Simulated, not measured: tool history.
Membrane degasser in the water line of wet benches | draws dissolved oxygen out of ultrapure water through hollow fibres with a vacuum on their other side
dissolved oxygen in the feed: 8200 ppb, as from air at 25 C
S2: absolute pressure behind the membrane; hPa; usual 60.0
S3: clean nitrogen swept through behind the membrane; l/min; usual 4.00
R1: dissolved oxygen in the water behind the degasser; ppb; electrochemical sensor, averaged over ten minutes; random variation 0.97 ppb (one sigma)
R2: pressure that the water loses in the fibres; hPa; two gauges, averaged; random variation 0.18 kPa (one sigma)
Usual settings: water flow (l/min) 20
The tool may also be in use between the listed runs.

{"run": 1, "hour": 0.0, "water flow (l/min)": 20, "S2": 60.0, "S3": 4.0, "R1": 99.2, "R2": 360.4}
{"hour": 11.9, "done": "vacuum gauge calibrated"}
{"run": 2, "hour": 87.1, "water flow (l/min)": 20, "S2": 60.0, "S3": 4.0, "R1": 96.5, "R2": 361.4}
{"run": 3, "hour": 153.3, "water flow (l/min)": 20, "S2": 60.0, "S3": 4.0, "R1": 94.9, "R2": 359.7}
{"run": 4, "hour": 222.6, "water flow (l/min)": 20, "S2": 60.0, "S3": 4.0, "R1": 95.8, "R2": 358.9}
{"run": 5, "hour": 303.0, "water flow (l/min)": 20, "S2": 98.1, "S3": 4.0, "R1": 145.1, "R2": 358.4}
{"run": 6, "hour": 427.3, "water flow (l/min)": 20, "S2": 98.1, "S3": 4.0, "R1": 142.4, "R2": 362.0}
{"run": 7, "hour": 511.8, "water flow (l/min)": 20, "S2": 98.1, "S3": 4.0, "R1": 142.6, "R2": 360.1}
{"run": 8, "hour": 627.5, "water flow (l/min)": 20, "S2": 98.1, "S3": 4.0, "R1": 144.4, "R2": 357.8}
{"run": 9, "hour": 718.2, "water flow (l/min)": 20, "S2": 60.0, "S3": 4.0, "R1": 96.2, "R2": 359.2}
{"run": 10, "hour": 855.0, "water flow (l/min)": 20, "S2": 60.0, "S3": 4.0, "R1": 96.2, "R2": 358.2}
{"run": 11, "hour": 945.4, "water flow (l/min)": 20, "S2": 60.0, "S3": 4.0, "R1": 97.4, "R2": 358.2}
{"run": 12, "hour": 1067.6, "water flow (l/min)": 20, "S2": 60.0, "S3": 4.0, "R1": 97.3, "R2": 360.1}
{"run": 13, "hour": 1131.1, "water flow (l/min)": 20, "S2": 60.0, "S3": 4.0, "R1": 96.9, "R2": 360.7}
{"run": 14, "hour": 1262.5, "water flow (l/min)": 18, "S2": 60.0, "S3": 4.0, "R1": 73.1, "R2": 323.8}
{"run": 15, "hour": 1394.0, "water flow (l/min)": 18, "S2": 60.0, "S3": 4.0, "R1": 72.7, "R2": 322.8}
{"run": 16, "hour": 1479.1, "water flow (l/min)": 18, "S2": 60.0, "S3": 4.0, "R1": 71.7, "R2": 320.8}
{"run": 17, "hour": 1620.1, "water flow (l/min)": 18, "S2": 60.0, "S3": 4.0, "R1": 74.3, "R2": 326.1}

The next listed run, before its measurement:
{"run": 18, "hour": 1762.5, "water flow (l/min)": 18, "S2": 129.6, "S3": 7.23, "R1": "?", "R2": "?"}

{"run 18": {"R1": 101.6, "R2": 324.7}}
Without the tool's hidden state the same run would have given R1 96.5 ppb, R2 319.6 hPa.

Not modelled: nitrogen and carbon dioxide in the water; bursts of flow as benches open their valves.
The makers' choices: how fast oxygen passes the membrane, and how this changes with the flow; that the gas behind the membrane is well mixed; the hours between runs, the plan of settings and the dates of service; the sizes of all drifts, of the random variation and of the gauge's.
